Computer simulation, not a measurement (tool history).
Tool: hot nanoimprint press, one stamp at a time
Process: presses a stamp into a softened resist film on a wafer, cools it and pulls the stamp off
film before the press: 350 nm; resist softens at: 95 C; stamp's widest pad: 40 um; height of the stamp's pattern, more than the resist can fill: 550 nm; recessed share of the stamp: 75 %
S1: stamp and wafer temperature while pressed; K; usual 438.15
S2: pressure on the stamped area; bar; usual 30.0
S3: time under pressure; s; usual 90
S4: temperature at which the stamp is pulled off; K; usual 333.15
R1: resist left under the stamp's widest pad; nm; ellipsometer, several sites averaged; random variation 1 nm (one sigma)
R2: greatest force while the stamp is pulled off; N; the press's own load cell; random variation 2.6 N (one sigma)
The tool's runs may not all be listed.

run 1 day=0.000 | S1=438.15 S2=30.0 S3=90 S4=333.15 | R1=151.0 R2=135
run 2 day=0.396 | S1=438.15 S2=30.0 S3=90 S4=333.15 | R1=150.1 R2=139
run 3 day=0.812 | S1=438.15 S2=30.0 S3=95 S4=333.15 | R1=148.6 R2=133
run 4 day=1.362 | S1=438.15 S2=30.0 S3=90 S4=333.15 | R1=150.2 R2=146
run 5 day=1.846 | S1=438.15 S2=30.0 S3=90 S4=333.15 | R1=151.9 R2=140
run 6 day=2.129 | S1=438.15 S2=30.0 S3=90 S4=333.15 | R1=149.1 R2=146
run 7 day=2.621 | S1=438.15 S2=30.0 S3=151 S4=333.15 | R1=127.5 R2=148
run 8 day=3.200 | S1=438.15 S2=30.0 S3=151 S4=333.15 | R1=128.6 R2=149
run 9 day=3.454 | S1=438.15 S2=30.0 S3=151 S4=333.15 | R1=127.0 R2=151
run 10 day=3.808 | S1=438.15 S2=30.0 S3=151 S4=333.15 | R1=129.3 R2=152
-- day=3.962 plate thermocouple calibrated
run 11 day=4.404 | S1=438.15 S2=36.2 S3=90 S4=333.15 | R1=141.6 R2=155
run 12 day=4.912 | S1=438.15 S2=30.0 S3=90 S4=333.15 | R1=157.5 R2=154
run 13 day=5.233 | S1=441.15 S2=39.0 S3=49 S4=335.15 | R1=145.9 R2=155
-- day=5.404 plate thermocouple calibrated, once more
run 14 day=5.896 | S1=441.15 S2=39.0 S3=49 S4=335.15 | R1=136.3 R2=147
run 15 day=6.196 | S1=441.15 S2=39.0 S3=49 S4=335.15 | R1=135.0 R2=147

Run 16 comes next. What will it give?
run 16 day=6.596 | S1=427.15 S2=44.3 S3=121 S4=333.15 | R1=? R2=?

{"run 16": {"R1": 164.5, "R2": 157}}
Without the tool's hidden state the same run would have given R1 163.4 nm, R2 120 N.

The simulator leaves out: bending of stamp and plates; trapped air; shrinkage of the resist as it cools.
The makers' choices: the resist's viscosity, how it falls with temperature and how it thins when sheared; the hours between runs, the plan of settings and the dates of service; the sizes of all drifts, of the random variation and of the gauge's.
